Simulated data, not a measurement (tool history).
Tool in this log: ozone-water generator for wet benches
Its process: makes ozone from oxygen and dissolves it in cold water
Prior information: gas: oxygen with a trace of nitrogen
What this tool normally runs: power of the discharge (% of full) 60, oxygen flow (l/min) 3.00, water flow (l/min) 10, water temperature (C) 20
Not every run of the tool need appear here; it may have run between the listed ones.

run   hour  power of the discharge (% of full)  oxygen flow (l/min)  water flow (l/min)  water temperature (C)  dissolved ozone (ppm)  ozone in the gas ahead of the water (g/m3)
  1    0.0                                  60                 3.00                  10                     20                   12.0                                       140.5
  2   62.6                                  60                 3.00                  10                     15                   12.9                                       141.5
  3  145.7                                  60                 3.00                  10                     15                   12.8                                       140.4
  4  275.7                                  60                 3.00                  10                     15                   12.6                                       140.3
  5  379.4                                  60                 3.00                  10                     15                   12.4                                       140.6
  6  520.5                                  60                 3.00                  10                     15                   12.6                                       139.3
  7  597.0                                  60                 3.00                  10                     15                   12.3                                       140.1
  8  710.1                                  46                 3.00                  10                     20                    9.5                                       113.5
  9  829.8                                  46                 3.00                  10                     20                    9.5                                       113.3
     853.5  -- contactor cleaned
 10  903.1                                  46                 3.00                  10                     20                    9.9                                       112.6
 11  998.5                                  46                 3.68                  10                     20                    9.5                                       100.7

Run 12 is up next; what results do you expect?
 12  1109.6                                  60                 3.00                  10                     24                      ?                                           ?

{"run 12": {"dissolved ozone (ppm)": 11.0, "ozone in the gas ahead of the water (g/m3)": 134.5}}
Without the tool's hidden state the same run would have given dissolved ozone (ppm) 13.8, ozone in the gas ahead of the water (g/m3) 167.7.

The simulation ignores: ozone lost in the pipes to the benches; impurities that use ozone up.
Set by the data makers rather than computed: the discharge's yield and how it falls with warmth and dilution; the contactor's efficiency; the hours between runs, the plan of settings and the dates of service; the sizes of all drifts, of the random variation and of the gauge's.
